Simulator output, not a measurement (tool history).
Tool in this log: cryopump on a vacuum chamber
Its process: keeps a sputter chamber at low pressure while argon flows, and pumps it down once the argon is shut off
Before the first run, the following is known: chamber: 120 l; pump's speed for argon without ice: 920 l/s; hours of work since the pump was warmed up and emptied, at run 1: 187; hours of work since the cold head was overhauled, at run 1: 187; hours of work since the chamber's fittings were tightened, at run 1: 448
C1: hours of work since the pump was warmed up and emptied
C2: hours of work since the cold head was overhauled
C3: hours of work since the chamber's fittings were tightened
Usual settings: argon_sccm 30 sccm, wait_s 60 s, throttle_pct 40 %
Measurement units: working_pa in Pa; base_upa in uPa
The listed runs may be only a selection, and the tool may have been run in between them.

run 1 day=0.000 | argon_sccm=30 wait_s=60 throttle_pct=40 | C1=187 C2=187 C3=448 | working_pa=0.1407 base_upa=1.57
run 2 day=0.429 | argon_sccm=30 wait_s=60 throttle_pct=40 | C1=195 C2=195 C3=456 | working_pa=0.1414 base_upa=1.60
run 3 day=1.054 | argon_sccm=19 wait_s=60 throttle_pct=40 | C1=206 C2=206 C3=467 | working_pa=0.0895 base_upa=1.65
run 4 day=1.796 | argon_sccm=19 wait_s=60 throttle_pct=40 | C1=220 C2=220 C3=481 | working_pa=0.0890 base_upa=1.67
run 5 day=2.350 | argon_sccm=30 wait_s=107 throttle_pct=40 | C1=230 C2=230 C3=492 | working_pa=0.1404 base_upa=1.32
run 6 day=3.371 | argon_sccm=30 wait_s=107 throttle_pct=40 | C1=250 C2=250 C3=511 | working_pa=0.1409 base_upa=1.36
run 7 day=3.933 | argon_sccm=30 wait_s=60 throttle_pct=40 | C1=260 C2=260 C3=521 | working_pa=0.1411 base_upa=1.71
run 8 day=4.504 | argon_sccm=30 wait_s=60 throttle_pct=40 | C1=271 C2=271 C3=532 | working_pa=0.1431 base_upa=1.73
run 9 day=5.529 | argon_sccm=30 wait_s=60 throttle_pct=40 | C1=290 C2=290 C3=551 | working_pa=0.1430 base_upa=1.76
run 10 day=6.167 | argon_sccm=30 wait_s=60 throttle_pct=40 | C1=302 C2=302 C3=563 | working_pa=0.1419 base_upa=1.82
run 11 day=7.154 | argon_sccm=30 wait_s=60 throttle_pct=40 | C1=320 C2=320 C3=581 | working_pa=0.1420 base_upa=1.72
run 12 day=8.075 | argon_sccm=30 wait_s=60 throttle_pct=40 | C1=337 C2=337 C3=598 | working_pa=0.1426 base_upa=1.86
run 13 day=8.600 | argon_sccm=30 wait_s=60 throttle_pct=40 | C1=347 C2=347 C3=608 | working_pa=0.1431 base_upa=1.79
run 14 day=9.017 | argon_sccm=30 wait_s=60 throttle_pct=40 | C1=355 C2=355 C3=616 | working_pa=0.1427 base_upa=1.80
run 15 day=9.446 | argon_sccm=30 wait_s=60 throttle_pct=40 | C1=363 C2=363 C3=624 | working_pa=0.1425 base_upa=1.87
run 16 day=10.217 | argon_sccm=30 wait_s=60 throttle_pct=40 | C1=377 C2=377 C3=638 | working_pa=0.1435 base_upa=1.82
run 17 day=10.754 | argon_sccm=30 wait_s=60 throttle_pct=40 | C1=387 C2=387 C3=648 | working_pa=0.1445 base_upa=1.86
run 18 day=11.629 | argon_sccm=30 wait_s=60 throttle_pct=40 | C1=403 C2=403 C3=664 | working_pa=0.1428 base_upa=1.90

What will run 19 give?
run 19 day=12.517 | argon_sccm=16 wait_s=60 throttle_pct=48 | C1=420 C2=420 C3=681 | working_pa=? base_upa=?

For run 19 the tool returned working_pa 0.0648 Pa, base_upa 1.92 uPa.
Had the tool carried no hidden state, the very same run would have given working_pa 0.0614 Pa, base_upa 1.08 uPa.
